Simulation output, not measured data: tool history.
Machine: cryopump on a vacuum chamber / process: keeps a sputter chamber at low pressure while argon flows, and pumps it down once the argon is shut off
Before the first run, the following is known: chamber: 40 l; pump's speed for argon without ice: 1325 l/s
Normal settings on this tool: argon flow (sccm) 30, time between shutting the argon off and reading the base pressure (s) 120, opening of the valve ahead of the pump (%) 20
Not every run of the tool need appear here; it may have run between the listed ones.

| run | day | argon flow (sccm) | time between shutting the argon off and reading the base pressure (s) | opening of the valve ahead of the pump (%) | pressure while argon flows (Pa) | pressure after the wait (uPa) |
|---|---|---|---|---|---|---|
| 1 | 0 | 30 | 120 | 20 | 0.2051 | 1.37 |
| 2 | 1.288 | 30 | 120 | 51 | 0.0909 | 1.36 |
| 3 | 2.758 | 30 | 120 | 51 | 0.0896 | 1.42 |
| 4 | 4.483 | 30 | 120 | 51 | 0.0911 | 1.43 |
| 5 | 5.379 | 30 | 120 | 51 | 0.0901 | 1.48 |
| 6 | 6.292 | 30 | 120 | 20 | 0.2048 | 1.53 |
| 7 | 7.3 | 30 | 120 | 56 | 0.0839 | 1.53 |
| 8 | 8.646 | 30 | 120 | 22 | 0.1909 | 1.64 |
| 9 | 10.479 | 22 | 120 | 20 | 0.1533 | 1.63 |
| 10 | 12.229 | 26 | 91 | 20 | 0.1815 | 1.96 |
| 11 | 13.988 | 18 | 103 | 19 | 0.1325 | 1.87 |
| 12 | 15.071 | 18 | 103 | 19 | 0.1317 | 1.97 |
| 13 | 16.696 | 36 | 46 | 20 | 0.2536 | 3.15 |
|  | 18.842 | pump warmed up, emptied and cooled again |
| 14 | 18.842 | 36 | 39 | 20 | 0.2302 | 3.06 |
| 15 | 20.35 | 20 | 120 | 48 | 0.0555 | 1.6 |
| 16 | 21.762 | 14 | 120 | 38 | 0.0469 | 1.57 |
| 17 | 23.5 | 27 | 31 | 38 | 0.0927 | 3.92 |
| 18 | 24.921 | 27 | 31 | 38 | 0.0915 | 3.85 |

Run by run, hidden condition taken away, random variation retained:
The hidden state here: pump's speed, % of a pump's without ice; cold plate's temperature, K; leak into the chamber, uPa l/s; drift of the gauge itself on working_pa, %; drift of the gauge itself on base_upa, %.
| run | pressure while argon flows (Pa) | pressure after the wait (uPa) |
|---|---|---|
| 1 | 0.1916 | 1.05 |
| 2 | 0.0768 | 1 |
| 3 | 0.0751 | 1.01 |
| 4 | 0.0759 | 0.99 |
| 5 | 0.0745 | 0.99 |
| 6 | 0.189 | 1.01 |
| 7 | 0.0677 | 0.98 |
| 8 | 0.1741 | 1.04 |
| 9 | 0.1404 | 0.99 |
| 10 | 0.1657 | 1.27 |
| 11 | 0.1212 | 1.11 |
| 12 | 0.1201 | 1.15 |
| 13 | 0.2295 | 2.27 |
| 14 | 0.2291 | 2.53 |
| 15 | 0.0546 | 1.01 |
| 16 | 0.0462 | 0.97 |
| 17 | 0.091 | 3.25 |
| 18 | 0.0896 | 3.17 |
